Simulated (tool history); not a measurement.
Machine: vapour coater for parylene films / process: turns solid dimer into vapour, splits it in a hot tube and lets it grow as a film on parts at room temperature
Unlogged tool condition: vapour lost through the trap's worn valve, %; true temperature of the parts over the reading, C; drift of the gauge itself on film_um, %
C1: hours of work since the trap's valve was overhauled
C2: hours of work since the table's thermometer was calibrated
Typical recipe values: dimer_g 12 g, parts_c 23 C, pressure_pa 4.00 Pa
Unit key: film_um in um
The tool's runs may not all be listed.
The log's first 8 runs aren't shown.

{"run": 9, "hour": 257.4, "dimer_g": 12, "parts_c": 35, "pressure_pa": 4.0, "C1": 418, "C2": 1792, "film_um": 2.63}
{"run": 10, "hour": 291.4, "dimer_g": 12, "parts_c": 35, "pressure_pa": 4.0, "C1": 448, "C2": 1822, "film_um": 2.63}
{"run": 11, "hour": 315.5, "dimer_g": 12, "parts_c": 35, "pressure_pa": 4.0, "C1": 469, "C2": 1843, "film_um": 2.62}
{"run": 12, "hour": 338.8, "dimer_g": 12, "parts_c": 23, "pressure_pa": 2.06, "C1": 490, "C2": 1864, "film_um": 4.69}
{"run": 13, "hour": 365.0, "dimer_g": 12, "parts_c": 23, "pressure_pa": 4.0, "C1": 513, "C2": 1887, "film_um": 4.19}
{"run": 14, "hour": 398.1, "dimer_g": 12, "parts_c": 23, "pressure_pa": 4.0, "C1": 542, "C2": 1916, "film_um": 4.18}
{"run": 15, "hour": 443.7, "dimer_g": 12, "parts_c": 23, "pressure_pa": 4.0, "C1": 582, "C2": 1957, "film_um": 4.15}
{"run": 16, "hour": 465.9, "dimer_g": 12, "parts_c": 25, "pressure_pa": 2.55, "C1": 602, "C2": 1976, "film_um": 4.17}
{"run": 17, "hour": 500.3, "dimer_g": 12, "parts_c": 26, "pressure_pa": 4.03, "C1": 633, "C2": 2007, "film_um": 3.67}
{"run": 18, "hour": 544.1, "dimer_g": 11, "parts_c": 22, "pressure_pa": 3.29, "C1": 671, "C2": 2045, "film_um": 4.06}
{"hour": 557.1, "done": "trap's valve overhauled"}
{"run": 19, "hour": 568.7, "dimer_g": 11, "parts_c": 22, "pressure_pa": 3.29, "C1": 10, "C2": 2064, "film_um": 4.0}
{"hour": 585.2, "done": "table's thermometer calibrated"}
{"run": 20, "hour": 610.0, "dimer_g": 11, "parts_c": 26, "pressure_pa": 3.29, "C1": 46, "C2": 22, "film_um": 3.55}

Predict the results of run 21:
{"run": 21, "hour": 652.5, "dimer_g": 17, "parts_c": 33, "pressure_pa": 4.0, "C1": 84, "C2": 60, "film_um": "?"}

film_um: 4.01 um
The same run, on a tool lacking any hidden state, would have yielded film_um 4.28 um.

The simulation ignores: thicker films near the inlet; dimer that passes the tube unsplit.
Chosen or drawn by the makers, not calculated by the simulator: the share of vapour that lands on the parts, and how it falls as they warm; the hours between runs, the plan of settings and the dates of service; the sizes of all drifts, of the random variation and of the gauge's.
